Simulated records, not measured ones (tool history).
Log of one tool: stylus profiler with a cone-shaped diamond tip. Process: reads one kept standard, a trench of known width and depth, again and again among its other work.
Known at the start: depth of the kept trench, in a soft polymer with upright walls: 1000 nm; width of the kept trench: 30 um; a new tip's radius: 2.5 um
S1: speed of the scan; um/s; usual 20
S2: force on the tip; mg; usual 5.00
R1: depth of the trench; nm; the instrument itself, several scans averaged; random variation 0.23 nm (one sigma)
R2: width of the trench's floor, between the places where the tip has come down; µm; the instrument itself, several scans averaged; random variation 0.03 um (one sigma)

| run | hour | S1 | S2 | R1 | R2 |
|---|---|---|---|---|---|
| 1 | 0.0 | 20 | 5.00 | 1010.46 | 25.98 |
| 2 | 38.6 | 13 | 5.00 | 1010.93 | 25.97 |
| 3 | 86.4 | 20 | 2.39 | 1006.83 | 25.91 |
| 4 | 129.5 | 20 | 2.39 | 1006.55 | 25.86 |
| 5 | 154.2 | 71 | 5.00 | 1011.01 | 25.87 |
| 6 | 200.0 | 71 | 5.00 | 1010.24 | 25.84 |
| 7 | 244.3 | 20 | 5.00 | 1011.05 | 25.94 |
| 8 | 296.5 | 20 | 5.00 | 1010.30 | 25.95 |
| 9 | 346.9 | 20 | 5.00 | 1010.47 | 25.99 |
| 10 | 370.6 | 20 | 2.62 | 1006.86 | 25.92 |
| 11 | 415.5 | 20 | 3.24 | 1008.01 | 25.96 |
| 12 | 449.4 | 20 | 6.98 | 1013.15 | 25.93 |
| 13 | 493.8 | 20 | 6.98 | 1013.07 | 26.04 |
| 14 | 520.5 | 25 | 13.31 | 1020.29 | 25.95 |
| 15 | 563.5 | 25 | 13.31 | 1020.73 | 25.98 |
| 16 | 593.7 | 6 | 5.00 | 1010.49 | 25.94 |
| 17 | 620.8 | 20 | 2.01 | 1006.15 | 25.92 |
| 18 | 670.5 | 27 | 9.40 | 1016.24 | 25.95 |

The next listed run, before its measurement:
| 19 | 706.1 | 11 | 9.85 | ? | ? |

R1: 1016.91 nm
R2: 26.00 µm
Without the tool's hidden state the same run would have given R1 1016.90 nm, R2 26.01 µm.

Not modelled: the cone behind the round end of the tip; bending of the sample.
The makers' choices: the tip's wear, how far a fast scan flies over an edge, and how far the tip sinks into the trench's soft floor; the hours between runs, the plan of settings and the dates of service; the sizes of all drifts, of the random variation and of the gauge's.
